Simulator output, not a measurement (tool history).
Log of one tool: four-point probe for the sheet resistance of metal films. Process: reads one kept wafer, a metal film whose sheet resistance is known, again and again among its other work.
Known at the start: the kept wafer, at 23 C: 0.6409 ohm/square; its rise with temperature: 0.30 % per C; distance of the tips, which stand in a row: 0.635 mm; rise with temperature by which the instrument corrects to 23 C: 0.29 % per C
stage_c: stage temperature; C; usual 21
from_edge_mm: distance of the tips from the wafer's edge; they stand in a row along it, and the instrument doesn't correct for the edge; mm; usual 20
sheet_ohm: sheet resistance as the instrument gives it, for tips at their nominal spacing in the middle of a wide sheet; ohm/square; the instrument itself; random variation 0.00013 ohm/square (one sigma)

run	hour	stage_c	from_edge_mm	sheet_ohm
1	0	21	20	0.643114
2	20	21	20	0.643098
3	33.6	21	20	0.642979
4	53.8	21	20	0.643193
5	72.3	21	20	0.642928
6	85.9	21	20	0.642879
7	99.9	21	20	0.64319
8	111.7	21	20	0.643027
# hour 114.5: stage's thermometer calibrated
9	126.1	21	20	0.642955
10	144.6	21	20	0.64263
11	165.3	21	20	0.643033
12	190.9	21	20	0.643031
13	203.1	21	20	0.64319
14	213.9	21	20	0.643123
15	230.6	32	20	0.643185
# hour 236.8: stage's thermometer calibrated, once more
16	251.9	32	20	0.644148
17	269.5	32	20	0.644247
18	294.8	32	20	0.644432
19	306.3	24	56	0.64356
20	319.7	24	56	0.643954
21	336.1	33	3	0.659309
22	357.2	21	10	0.645058
23	368.1	21	10	0.645179
24	389.4	19	37	0.643836
25	408	24	20	0.644112
26	425.9	24	20	0.644136
27	443.6	27	66	0.644017
28	457.1	25	10	0.645567
29	478	30	7	0.647218
30	494.6	28	20	0.644271
31	511.3	28	20	0.644511

Forecast each of these 4 alternatives for the next run:
A	531.7	28	20	?
B	531.7	22	20	?
C	531.7	29	24	?
D	531.7	21	10	?

run	sheet_ohm
A	0.644342
B	0.64442
C	0.644348
D	0.645767
Without the tool's hidden state the same runs would have given:
run	sheet_ohm
A	0.641177
B	0.641256
C	0.641183
D	0.642597
